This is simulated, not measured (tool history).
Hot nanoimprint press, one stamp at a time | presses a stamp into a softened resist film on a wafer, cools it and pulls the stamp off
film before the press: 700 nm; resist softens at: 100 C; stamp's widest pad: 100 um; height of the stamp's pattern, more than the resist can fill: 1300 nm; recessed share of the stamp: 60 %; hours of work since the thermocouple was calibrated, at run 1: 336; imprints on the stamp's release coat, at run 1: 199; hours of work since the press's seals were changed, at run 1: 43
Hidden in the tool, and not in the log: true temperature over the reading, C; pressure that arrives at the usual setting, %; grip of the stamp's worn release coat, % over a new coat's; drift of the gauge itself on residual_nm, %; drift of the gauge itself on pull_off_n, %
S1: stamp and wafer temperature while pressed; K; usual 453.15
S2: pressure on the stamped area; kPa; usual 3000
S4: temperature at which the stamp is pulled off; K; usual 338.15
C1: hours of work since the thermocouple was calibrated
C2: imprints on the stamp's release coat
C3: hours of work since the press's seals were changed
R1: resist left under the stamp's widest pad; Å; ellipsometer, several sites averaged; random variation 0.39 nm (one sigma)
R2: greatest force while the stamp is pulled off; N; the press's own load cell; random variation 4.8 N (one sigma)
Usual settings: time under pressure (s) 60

run 1 day=0.000 | S1=453.15 S2=3000 time_under_pressure_(s)=60 S4=338.15 | C1=336 C2=199 C3=43 | R1=3509 R2=251
run 2 day=0.604 | S1=453.15 S2=3000 time_under_pressure_(s)=60 S4=338.15 | C1=342 C2=238 C3=49 | R1=3516 R2=253
run 3 day=1.204 | S1=453.15 S2=3000 time_under_pressure_(s)=60 S4=338.15 | C1=348 C2=276 C3=55 | R1=3519 R2=248
run 4 day=1.733 | S1=453.15 S2=3000 time_under_pressure_(s)=52 S4=338.15 | C1=354 C2=310 C3=61 | R1=3687 R2=255
run 5 day=2.625 | S1=453.15 S2=3780 time_under_pressure_(s)=52 S4=338.15 | C1=363 C2=367 C3=70 | R1=3278 R2=266
-- day=3.025 plate thermocouple calibrated
run 6 day=3.338 | S1=453.15 S2=3780 time_under_pressure_(s)=52 S4=338.15 | C1=3 C2=405 C3=76 | R1=3350 R2=268
run 7 day=4.167 | S1=453.15 S2=3780 time_under_pressure_(s)=52 S4=338.15 | C1=12 C2=458 C3=85 | R1=3337 R2=280
run 8 day=4.808 | S1=453.15 S2=3000 time_under_pressure_(s)=60 S4=338.15 | C1=18 C2=499 C3=91 | R1=3577 R2=282
run 9 day=5.208 | S1=453.15 S2=3000 time_under_pressure_(s)=60 S4=338.15 | C1=22 C2=524 C3=95 | R1=3572 R2=291
run 10 day=5.612 | S1=453.15 S2=3000 time_under_pressure_(s)=60 S4=338.15 | C1=27 C2=550 C3=99 | R1=3571 R2=279
run 11 day=6.321 | S1=453.15 S2=3000 time_under_pressure_(s)=60 S4=338.15 | C1=34 C2=596 C3=107 | R1=3567 R2=298
run 12 day=7.188 | S1=453.15 S2=3000 time_under_pressure_(s)=60 S4=338.15 | C1=43 C2=651 C3=116 | R1=3569 R2=291
run 13 day=7.746 | S1=453.15 S2=3000 time_under_pressure_(s)=60 S4=338.15 | C1=48 C2=687 C3=121 | R1=3571 R2=302
run 14 day=8.346 | S1=453.15 S2=3000 time_under_pressure_(s)=60 S4=338.15 | C1=55 C2=725 C3=127 | R1=3568 R2=320
run 15 day=8.771 | S1=453.15 S2=3000 time_under_pressure_(s)=60 S4=338.15 | C1=59 C2=752 C3=132 | R1=3565 R2=299
run 16 day=9.654 | S1=442.15 S2=2150 time_under_pressure_(s)=108 S4=338.15 | C1=68 C2=809 C3=141 | R1=4527 R2=313
run 17 day=10.571 | S1=453.15 S2=2280 time_under_pressure_(s)=73 S4=338.15 | C1=77 C2=867 C3=150 | R1=3827 R2=332
run 18 day=11.342 | S1=453.15 S2=2280 time_under_pressure_(s)=73 S4=338.15 | C1=85 C2=917 C3=158 | R1=3829 R2=330
run 19 day=11.779 | S1=453.15 S2=2280 time_under_pressure_(s)=73 S4=338.15 | C1=90 C2=945 C3=163 | R1=3828 R2=329
run 20 day=12.208 | S1=453.15 S2=2280 time_under_pressure_(s)=73 S4=338.15 | C1=94 C2=973 C3=167 | R1=3820 R2=346
run 21 day=12.904 | S1=455.15 S2=4320 time_under_pressure_(s)=60 S4=338.15 | C1=101 C2=1017 C3=174 | R1=2811 R2=336
run 22 day=13.692 | S1=459.15 S2=4320 time_under_pressure_(s)=87 S4=338.15 | C1=109 C2=1067 C3=182 | R1=2218 R2=340
run 23 day=14.442 | S1=442.15 S2=3000 time_under_pressure_(s)=77 S4=336.15 | C1=117 C2=1115 C3=190 | R1=4308 R2=381
run 24 day=15.133 | S1=453.15 S2=3000 time_under_pressure_(s)=60 S4=340.15 | C1=124 C2=1160 C3=197 | R1=3559 R2=343
run 25 day=15.750 | S1=446.15 S2=3000 time_under_pressure_(s)=88 S4=340.15 | C1=131 C2=1199 C3=203 | R1=3745 R2=347
run 26 day=16.312 | S1=447.15 S2=3000 time_under_pressure_(s)=79 S4=336.15 | C1=136 C2=1235 C3=209 | R1=3780 R2=384
run 27 day=16.750 | S1=447.15 S2=3000 time_under_pressure_(s)=79 S4=345.15 | C1=141 C2=1263 C3=214 | R1=3778 R2=306
run 28 day=17.633 | S1=447.15 S2=3000 time_under_pressure_(s)=79 S4=345.15 | C1=150 C2=1320 C3=223 | R1=3771 R2=315
run 29 day=18.096 | S1=453.15 S2=3430 time_under_pressure_(s)=60 S4=338.15 | C1=155 C2=1349 C3=228 | R1=3330 R2=362
run 30 day=18.821 | S1=453.15 S2=3430 time_under_pressure_(s)=60 S4=338.15 | C1=162 C2=1396 C3=235 | R1=3327 R2=380

Forecast each of these 4 alternatives for the next run:
run A day=19.467 | S1=460.15 S2=3000 time_under_pressure_(s)=30 S4=332.15 | C1=169 C2=1437 C3=242 | R1=? R2=?
run B day=19.467 | S1=453.15 S2=4250 time_under_pressure_(s)=60 S4=334.15 | C1=169 C2=1437 C3=242 | R1=? R2=?
run C day=19.467 | S1=453.15 S2=3000 time_under_pressure_(s)=60 S4=334.15 | C1=169 C2=1437 C3=242 | R1=? R2=?
run D day=19.467 | S1=444.15 S2=4550 time_under_pressure_(s)=60 S4=338.15 | C1=169 C2=1437 C3=242 | R1=? R2=?

run=A R1=3799 R2=441
run=B R1=2984 R2=429
run=C R1=3558 R2=442
run=D R1=3644 R2=394
Without the tool's hidden state the same runs would have given:
run=A R1=3813 R2=263
run=B R1=2989 R2=255
run=C R1=3576 R2=264
run=D R1=3655 R2=236
